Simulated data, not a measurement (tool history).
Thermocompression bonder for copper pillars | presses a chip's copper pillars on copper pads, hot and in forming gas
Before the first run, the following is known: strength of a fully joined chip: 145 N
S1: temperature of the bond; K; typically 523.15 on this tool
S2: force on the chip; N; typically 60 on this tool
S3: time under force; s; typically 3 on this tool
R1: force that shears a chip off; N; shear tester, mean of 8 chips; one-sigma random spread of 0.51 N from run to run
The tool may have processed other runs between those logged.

run	hour	S1	S2	S3	R1
1	0.0	523.15	60	3	106.4
2	66.3	523.15	60	3	108.8
3	121.7	523.15	60	3	109.5
4	196.5	523.15	60	3	109.1
5	252.3	523.15	60	3	108.4
6	301.6	523.15	60	3	107.9
7	376.9	523.15	60	3	107.4
8	444.4	523.15	60	3	112.9
9	486.1	523.15	79	3	126.0
10	535.1	540.15	60	3	115.0
11	603.4	523.15	60	4	109.0
12	665.7	523.15	62	4	112.6
13	713.2	523.15	60	3	103.5
14	766.8	523.15	40	3	77.7
15	821.1	523.15	40	3	76.4
16	875.5	523.15	40	3	77.6
17	918.6	538.15	60	3	115.9
18	969.2	538.15	60	3	114.3
19	1047.6	523.15	60	3	101.7
20	1126.3	514.15	60	3	94.3
21	1207.5	496.15	60	6	95.7
22	1243.2	499.15	39	5	68.8
23	1316.4	499.15	39	5	68.5
24	1382.5	499.15	57	2	68.9
25	1433.8	499.15	38	2	46.9
26	1471.3	523.15	66	3	110.5
27	1512.3	523.15	66	3	108.8
28	1551.5	523.15	66	3	108.9
29	1600.4	546.15	59	2	110.0
30	1648.4	520.15	60	5	112.8
31	1693.4	523.15	67	8	128.5
32	1778.3	523.15	57	2	88.9
33	1832.1	551.15	37	2	85.8
34	1912.6	551.15	37	2	85.4
35	1965.6	521.15	36	7	91.6
36	2025.9	501.15	85	4	113.4
37	2072.5	501.15	85	4	114.0
38	2118.0	501.15	85	4	113.6
39	2174.6	503.15	62	4	95.7

Put back what was entered between runs (6 entries, withheld): which listed runs does each sit between, and how does the hidden state differ from the listed run before to the listed run after?
In the gap between runs 1 and 2: forming gas filter changed (hour 54.7)
  true temperature of the bond over the reading, C: 10.9 -> 11.2; force that reaches the chip, % of what is set: 93.3 -> 93.1; oxide that the forming gas leaves, % of the face: 2.94 -> 0.61
  measured value less the no-hidden-state value, R1: +2.0 -> +4.6 N
In the gap between runs 7 and 8: force cell calibrated (hour 402.2)
  true temperature of the bond over the reading, C: 12.6 -> 12.9; force that reaches the chip, % of what is set: 91.7 -> 99; oxide that the forming gas leaves, % of the face: 1.97 -> 2.28
  measured value less the no-hidden-state value, R1: +3.4 -> +7.7 N
In the gap between runs 9 and 10: heater calibrated with a thermocouple chip (hour 529.1)
  true temperature of the bond over the reading, C: 13.2 -> 0.1; force that reaches the chip, % of what is set: 98.8 -> 98.6; oxide that the forming gas leaves, % of the face: 2.45 -> 2.67
  measured value less the no-hidden-state value, R1: +5.2 -> -3.2 N
In the gap between runs 11 and 12: forming gas filter changed (hour 651.4)
  true temperature of the bond over the reading, C: 0.4 -> 0.7; force that reaches the chip, % of what is set: 98.3 -> 98; oxide that the forming gas leaves, % of the face: 2.96 -> 0.58
  measured value less the no-hidden-state value, R1: -3.5 -> -0.7 N
In the gap between runs 21 and 22: forming gas filter changed (hour 1242.5)
  true temperature of the bond over the reading, C: 3.2 -> 3.4; force that reaches the chip, % of what is set: 95.7 -> 95.5; oxide that the forming gas leaves, % of the face: 2.99 -> 0.58
  measured value less the no-hidden-state value, R1: -2.2 -> +0.2 N
In the gap between runs 32 and 33: forming gas filter changed (hour 1832.1)
  true temperature of the bond over the reading, C: 5.9 -> 6.1; force that reaches the chip, % of what is set: 93.1 -> 92.9; oxide that the forming gas leaves, % of the face: 3.01 -> 0.58
  measured value less the no-hidden-state value, R1: -1.8 -> +0.0 N
